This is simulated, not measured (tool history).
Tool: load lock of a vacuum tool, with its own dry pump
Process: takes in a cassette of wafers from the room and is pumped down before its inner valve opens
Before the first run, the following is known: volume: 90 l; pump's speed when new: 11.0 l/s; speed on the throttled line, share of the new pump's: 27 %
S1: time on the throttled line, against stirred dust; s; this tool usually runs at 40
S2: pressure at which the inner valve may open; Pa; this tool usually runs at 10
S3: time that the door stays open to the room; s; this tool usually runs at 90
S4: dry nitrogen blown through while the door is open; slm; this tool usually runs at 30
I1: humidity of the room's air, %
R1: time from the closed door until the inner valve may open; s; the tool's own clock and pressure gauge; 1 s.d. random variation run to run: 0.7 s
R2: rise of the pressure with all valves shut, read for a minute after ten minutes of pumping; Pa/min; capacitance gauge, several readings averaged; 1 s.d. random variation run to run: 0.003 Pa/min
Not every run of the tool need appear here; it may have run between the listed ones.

Run 1, hour 0: usual settings; I1 43. Result: R1 105.6 s, R2 0.019 Pa/min.
Run 2, hour 164.7: usual settings but S3 30 s; I1 44.3. Result: R1 104.5 s, R2 0.01 Pa/min.
Run 3, hour 263.9: usual settings; I1 41.3. Result: R1 105.3 s, R2 0.019 Pa/min.
Run 4, hour 402.1: usual settings; I1 43.8. Result: R1 106.7 s, R2 0.02 Pa/min.
Run 5, hour 493.6: usual settings but S3 51 s; I1 44.5. Result: R1 105.2 s, R2 0.018 Pa/min.
Run 6, hour 676.5: usual settings; I1 43.5. Result: R1 105.3 s, R2 0.023 Pa/min.
Run 7, hour 866.8: usual settings but S4 14 slm; I1 44.7. Result: R1 104.5 s, R2 0.025 Pa/min.
Run 8, hour 1063.9: usual settings but S3 150 s, S4 14 slm; I1 49. Result: R1 105.7 s, R2 0.044 Pa/min.
Run 9, hour 1229.1: usual settings but S3 150 s, S4 14 slm; I1 44.6. Result: R1 104.4 s, R2 0.039 Pa/min.
Run 10, hour 1422.6: usual settings but S2 9 Pa; I1 46.1. Result: R1 106 s, R2 0.028 Pa/min.
Run 11, hour 1550.1: usual settings but S2 8 Pa; I1 44.5. Result: R1 107.3 s, R2 0.025 Pa/min.
Run 12, hour 1739.8: usual settings but S2 8 Pa; I1 46.9. Result: R1 105.9 s, R2 0.027 Pa/min.
Run 13, hour 1850.1: usual settings but S2 8 Pa; I1 44.1. Result: R1 106.7 s, R2 0.023 Pa/min.
Run 14, hour 2006.3: usual settings but S2 8 Pa; I1 47.4. Result: R1 108.4 s, R2 0.03 Pa/min.
Run 15, hour 2098: usual settings but S4 20 slm; I1 44.8. Result: R1 104.9 s, R2 0.029 Pa/min.
Run 16, hour 2268.6: usual settings but S4 20 slm; I1 47.4. Result: R1 103.6 s, R2 0.03 Pa/min.
Run 17, hour 2443.4: usual settings but S3 80 s, S4 15 slm; I1 45.5. Result: R1 104.3 s, R2 0.025 Pa/min.
Run 18, hour 2601.4: usual settings but S1 25 s, S2 13 Pa, S4 6 slm; I1 46.5. Result: R1 92.3 s, R2 0.039 Pa/min.
Run 19, hour 2748.1: usual settings but S1 25 s, S2 13 Pa, S4 6 slm; I1 43.8. Result: R1 91.4 s, R2 0.036 Pa/min.
Run 20, hour 2878.2: usual settings but S1 25 s, S2 9 Pa, S3 50 s, S4 5 slm; I1 46.3. Result: R1 95.4 s, R2 0.027 Pa/min.
Run 21, hour 3047.2: usual settings but S1 25 s, S2 9 Pa, S3 50 s, S4 5 slm; I1 43.4. Result: R1 95.7 s, R2 0.027 Pa/min.
Run 22, hour 3139.4: usual settings but S1 25 s, S2 9 Pa, S3 50 s, S4 5 slm; I1 44.7. Result: R1 96.3 s, R2 0.029 Pa/min.
Run 23, hour 3314: usual settings but S1 25 s, S2 9 Pa, S3 50 s, S4 5 slm; I1 46.2. Result: R1 95.2 s, R2 0.024 Pa/min.
Run 24, hour 3484.7: usual settings but S1 78 s, S2 14 Pa, S3 44 s, S4 9 slm; I1 46.7. Result: R1 131.1 s, R2 0.026 Pa/min.
Run 25, hour 3583.7: usual settings but S1 20 s, S2 14 Pa, S3 102 s, S4 5 slm; I1 43.7. Result: R1 87.9 s, R2 0.043 Pa/min.
Run 26, hour 3738.3: usual settings but S2 13 Pa; I1 43.9. Result: R1 104 s, R2 0.027 Pa/min.
Run 27, hour 3852.9: usual settings but S1 38 s, S2 12 Pa; I1 44.7. Result: R1 101.5 s, R2 0.027 Pa/min.
Run 28, hour 4015.2: usual settings but S3 58 s; I1 43.7. Result: R1 106.2 s, R2 0.014 Pa/min.
Run 29, hour 4189.8: usual settings but S3 58 s; I1 46.2. Result: R1 105.8 s, R2 0.018 Pa/min.
Run 30, hour 4275.6: usual settings but S1 79 s, S3 213 s; I1 49.4. Result: R1 133.5 s, R2 0.046 Pa/min.
Run 31, hour 4377.4: usual settings but S1 64 s, S2 13 Pa, S3 156 s, S4 23 slm; I1 46.1. Result: R1 120.4 s, R2 0.039 Pa/min.

Forecast each of these 3 alternatives for the next run:
Run A, hour 4488.7: usual settings but S1 64 s, S2 13 Pa, S3 61 s, S4 23 slm; I1 44.7. Result: R1 ?, R2 ?.
Run B, hour 4488.7: usual settings but S1 64 s, S2 13 Pa, S3 182 s, S4 23 slm; I1 43. Result: R1 ?, R2 ?.
Run C, hour 4488.7: usual settings but S2 14 Pa; I1 44.8. Result: R1 ?, R2 ?.

run     R1     R2
  A  121.2  0.021
  B  121.3  0.038
  C  101.2  0.023
With no hidden state in the tool, these same runs would have given:
run     R1     R2
  A  121.2  0.021
  B  121.3  0.038
  C  101.2  0.023
